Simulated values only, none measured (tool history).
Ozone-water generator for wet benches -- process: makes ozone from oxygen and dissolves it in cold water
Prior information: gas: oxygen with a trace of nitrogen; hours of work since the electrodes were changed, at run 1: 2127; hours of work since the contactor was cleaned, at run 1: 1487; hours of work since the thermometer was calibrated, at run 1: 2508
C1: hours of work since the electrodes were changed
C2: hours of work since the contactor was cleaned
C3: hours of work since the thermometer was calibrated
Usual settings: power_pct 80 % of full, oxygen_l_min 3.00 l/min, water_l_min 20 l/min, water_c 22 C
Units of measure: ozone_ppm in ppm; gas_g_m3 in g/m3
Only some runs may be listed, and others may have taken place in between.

{"run": 1, "day": 0.0, "power_pct": 80, "oxygen_l_min": 3.0, "water_l_min": 20, "water_c": 22, "C1": 2127, "C2": 1487, "C3": 2508, "ozone_ppm": 13.2, "gas_g_m3": 155.7}
{"run": 2, "day": 3.117, "power_pct": 80, "oxygen_l_min": 3.0, "water_l_min": 20, "water_c": 22, "C1": 2183, "C2": 1543, "C3": 2565, "ozone_ppm": 13.1, "gas_g_m3": 156.3}
{"run": 3, "day": 5.383, "power_pct": 80, "oxygen_l_min": 3.0, "water_l_min": 20, "water_c": 22, "C1": 2224, "C2": 1585, "C3": 2606, "ozone_ppm": 13.0, "gas_g_m3": 155.6}
{"run": 4, "day": 10.325, "power_pct": 80, "oxygen_l_min": 3.0, "water_l_min": 20, "water_c": 22, "C1": 2314, "C2": 1674, "C3": 2696, "ozone_ppm": 13.3, "gas_g_m3": 156.3}
{"run": 5, "day": 13.117, "power_pct": 80, "oxygen_l_min": 3.0, "water_l_min": 20, "water_c": 22, "C1": 2365, "C2": 1725, "C3": 2746, "ozone_ppm": 13.0, "gas_g_m3": 156.3}
{"day": 14.233, "done": "water thermometer calibrated"}
{"run": 6, "day": 17.296, "power_pct": 80, "oxygen_l_min": 3.0, "water_l_min": 20, "water_c": 22, "C1": 2440, "C2": 1800, "C3": 56, "ozone_ppm": 13.1, "gas_g_m3": 154.6}
{"run": 7, "day": 19.592, "power_pct": 80, "oxygen_l_min": 3.0, "water_l_min": 20, "water_c": 22, "C1": 2482, "C2": 1842, "C3": 97, "ozone_ppm": 13.2, "gas_g_m3": 155.8}
{"run": 8, "day": 23.529, "power_pct": 80, "oxygen_l_min": 4.77, "water_l_min": 20, "water_c": 22, "C1": 2553, "C2": 1913, "C3": 169, "ozone_ppm": 12.9, "gas_g_m3": 114.1}
{"run": 9, "day": 27.108, "power_pct": 80, "oxygen_l_min": 4.77, "water_l_min": 20, "water_c": 15, "C1": 2618, "C2": 1978, "C3": 234, "ozone_ppm": 13.9, "gas_g_m3": 113.4}
{"run": 10, "day": 30.45, "power_pct": 80, "oxygen_l_min": 4.77, "water_l_min": 20, "water_c": 15, "C1": 2679, "C2": 2039, "C3": 294, "ozone_ppm": 14.1, "gas_g_m3": 112.9}
{"run": 11, "day": 35.621, "power_pct": 80, "oxygen_l_min": 2.86, "water_l_min": 20, "water_c": 15, "C1": 2773, "C2": 2133, "C3": 388, "ozone_ppm": 14.2, "gas_g_m3": 160.3}
{"run": 12, "day": 39.946, "power_pct": 80, "oxygen_l_min": 3.0, "water_l_min": 20, "water_c": 17, "C1": 2851, "C2": 2211, "C3": 466, "ozone_ppm": 13.7, "gas_g_m3": 156.4}
{"run": 13, "day": 43.788, "power_pct": 80, "oxygen_l_min": 3.0, "water_l_min": 20, "water_c": 17, "C1": 2921, "C2": 2281, "C3": 536, "ozone_ppm": 13.7, "gas_g_m3": 156.3}
{"run": 14, "day": 46.938, "power_pct": 80, "oxygen_l_min": 3.0, "water_l_min": 20, "water_c": 22, "C1": 2978, "C2": 2338, "C3": 593, "ozone_ppm": 13.2, "gas_g_m3": 154.5}
{"run": 15, "day": 49.225, "power_pct": 80, "oxygen_l_min": 3.0, "water_l_min": 20, "water_c": 22, "C1": 3020, "C2": 2380, "C3": 635, "ozone_ppm": 13.2, "gas_g_m3": 153.9}
{"run": 16, "day": 53.296, "power_pct": 80, "oxygen_l_min": 3.0, "water_l_min": 20, "water_c": 22, "C1": 3093, "C2": 2454, "C3": 709, "ozone_ppm": 13.0, "gas_g_m3": 153.5}

What will run 17 give?
{"run": 17, "day": 57.142, "power_pct": 80, "oxygen_l_min": 4.34, "water_l_min": 23, "water_c": 22, "C1": 3163, "C2": 2523, "C3": 778, "ozone_ppm": "?", "gas_g_m3": "?"}

Run 17 gave ozone_ppm 11.5 ppm, gas_g_m3 120.2 g/m3.
If the tool had no hidden condition, the same run with the same run-to-run variation would have returned ozone_ppm 11.5 ppm, gas_g_m3 121.7 g/m3.

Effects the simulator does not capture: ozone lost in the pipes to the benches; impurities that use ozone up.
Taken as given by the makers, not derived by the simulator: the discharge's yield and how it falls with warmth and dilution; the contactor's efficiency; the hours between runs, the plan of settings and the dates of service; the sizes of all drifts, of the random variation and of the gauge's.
